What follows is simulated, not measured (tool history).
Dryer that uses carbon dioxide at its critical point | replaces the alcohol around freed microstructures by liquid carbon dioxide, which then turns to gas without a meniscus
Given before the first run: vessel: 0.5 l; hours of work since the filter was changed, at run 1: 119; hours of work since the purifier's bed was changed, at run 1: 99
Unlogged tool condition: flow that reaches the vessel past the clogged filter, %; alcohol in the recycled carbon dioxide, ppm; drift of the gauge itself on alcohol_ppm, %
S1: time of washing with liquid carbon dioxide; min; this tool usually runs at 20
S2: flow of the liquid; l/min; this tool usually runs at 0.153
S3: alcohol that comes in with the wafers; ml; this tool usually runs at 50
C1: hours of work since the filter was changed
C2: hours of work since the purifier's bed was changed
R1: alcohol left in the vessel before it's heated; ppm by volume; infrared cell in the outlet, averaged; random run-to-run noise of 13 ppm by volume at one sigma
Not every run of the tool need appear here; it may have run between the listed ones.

{"run": 1, "day": 0.0, "S1": 20, "S2": 0.153, "S3": 50, "C1": 119, "C2": 99, "R1": 1025}
{"run": 2, "day": 1.012, "S1": 20, "S2": 0.153, "S3": 23, "C1": 127, "C2": 107, "R1": 495}
{"run": 3, "day": 2.292, "S1": 20, "S2": 0.153, "S3": 23, "C1": 138, "C2": 118, "R1": 515}
{"run": 4, "day": 3.783, "S1": 20, "S2": 0.153, "S3": 23, "C1": 150, "C2": 130, "R1": 513}
{"run": 5, "day": 5.096, "S1": 20, "S2": 0.153, "S3": 28, "C1": 161, "C2": 141, "R1": 632}
{"run": 6, "day": 6.712, "S1": 20, "S2": 0.153, "S3": 50, "C1": 175, "C2": 155, "R1": 1142}
{"run": 7, "day": 8.433, "S1": 20, "S2": 0.228, "S3": 50, "C1": 189, "C2": 169, "R1": 126}
{"day": 8.629, "done": "inlet filter changed"}
{"run": 8, "day": 9.483, "S1": 20, "S2": 0.228, "S3": 65, "C1": 7, "C2": 178, "R1": 122}
{"run": 9, "day": 11.133, "S1": 24, "S2": 0.153, "S3": 50, "C1": 21, "C2": 191, "R1": 373}
{"run": 10, "day": 12.858, "S1": 20, "S2": 0.153, "S3": 50, "C1": 35, "C2": 206, "R1": 916}
{"run": 11, "day": 13.912, "S1": 20, "S2": 0.153, "S3": 50, "C1": 44, "C2": 215, "R1": 933}
{"run": 12, "day": 15.342, "S1": 30, "S2": 0.153, "S3": 50, "C1": 56, "C2": 226, "R1": 144}
{"run": 13, "day": 16.667, "S1": 20, "S2": 0.153, "S3": 50, "C1": 67, "C2": 237, "R1": 966}
{"run": 14, "day": 17.5, "S1": 20, "S2": 0.153, "S3": 50, "C1": 74, "C2": 244, "R1": 977}
{"run": 15, "day": 18.892, "S1": 26, "S2": 0.153, "S3": 50, "C1": 86, "C2": 256, "R1": 281}
{"run": 16, "day": 20.404, "S1": 26, "S2": 0.153, "S3": 45, "C1": 98, "C2": 269, "R1": 277}
{"run": 17, "day": 21.421, "S1": 26, "S2": 0.153, "S3": 45, "C1": 107, "C2": 277, "R1": 283}
{"run": 18, "day": 22.2, "S1": 26, "S2": 0.153, "S3": 45, "C1": 113, "C2": 284, "R1": 282}
{"run": 19, "day": 23.033, "S1": 20, "S2": 0.153, "S3": 50, "C1": 120, "C2": 291, "R1": 1059}
{"run": 20, "day": 23.929, "S1": 20, "S2": 0.153, "S3": 50, "C1": 128, "C2": 298, "R1": 1071}
{"run": 21, "day": 25.542, "S1": 20, "S2": 0.153, "S3": 50, "C1": 141, "C2": 312, "R1": 1099}
{"run": 22, "day": 26.579, "S1": 20, "S2": 0.215, "S3": 50, "C1": 150, "C2": 320, "R1": 215}
{"run": 23, "day": 28.196, "S1": 20, "S2": 0.215, "S3": 30, "C1": 163, "C2": 334, "R1": 173}
{"run": 24, "day": 29.479, "S1": 28, "S2": 0.153, "S3": 50, "C1": 174, "C2": 344, "R1": 254}
{"run": 25, "day": 31.096, "S1": 18, "S2": 0.182, "S3": 21, "C1": 187, "C2": 358, "R1": 414}
{"day": 31.412, "done": "inlet filter changed"}
{"run": 26, "day": 32.542, "S1": 20, "S2": 0.211, "S3": 25, "C1": 9, "C2": 370, "R1": 143}
{"run": 27, "day": 33.867, "S1": 31, "S2": 0.117, "S3": 29, "C1": 20, "C2": 381, "R1": 313}
{"run": 28, "day": 35.071, "S1": 31, "S2": 0.153, "S3": 38, "C1": 30, "C2": 391, "R1": 140}
{"run": 29, "day": 35.846, "S1": 13, "S2": 0.122, "S3": 61, "C1": 37, "C2": 397, "R1": 11313}
{"run": 30, "day": 37.625, "S1": 13, "S2": 0.122, "S3": 34, "C1": 52, "C2": 412, "R1": 6225}
{"run": 31, "day": 38.675, "S1": 13, "S2": 0.122, "S3": 114, "C1": 61, "C2": 421, "R1": 20962}
{"run": 32, "day": 39.55, "S1": 13, "S2": 0.122, "S3": 114, "C1": 68, "C2": 428, "R1": 21056}
{"run": 33, "day": 40.85, "S1": 13, "S2": 0.122, "S3": 114, "C1": 79, "C2": 439, "R1": 21670}
{"run": 34, "day": 42.004, "S1": 21, "S2": 0.161, "S3": 29, "C1": 88, "C2": 448, "R1": 432}
{"run": 35, "day": 43.454, "S1": 21, "S2": 0.161, "S3": 29, "C1": 100, "C2": 461, "R1": 436}
{"run": 36, "day": 45.029, "S1": 14, "S2": 0.194, "S3": 53, "C1": 114, "C2": 474, "R1": 1761}
{"run": 37, "day": 46.296, "S1": 14, "S2": 0.194, "S3": 53, "C1": 124, "C2": 484, "R1": 1775}
{"run": 38, "day": 47.867, "S1": 14, "S2": 0.221, "S3": 53, "C1": 137, "C2": 497, "R1": 991}
{"run": 39, "day": 49.65, "S1": 14, "S2": 0.221, "S3": 53, "C1": 152, "C2": 512, "R1": 1045}
{"run": 40, "day": 50.792, "S1": 19, "S2": 0.153, "S3": 21, "C1": 162, "C2": 522, "R1": 680}
{"run": 41, "day": 51.704, "S1": 18, "S2": 0.196, "S3": 22, "C1": 169, "C2": 529, "R1": 332}

Run 42, settings as shown, results not yet in. Your forecast:
{"run": 42, "day": 52.546, "S1": 18, "S2": 0.196, "S3": 22, "C1": 176, "C2": 536, "R1": "?"}

Run 42 produced R1 348 ppm by volume.
The same run, on a tool lacking any hidden state, would have yielded R1 151 ppm by volume.
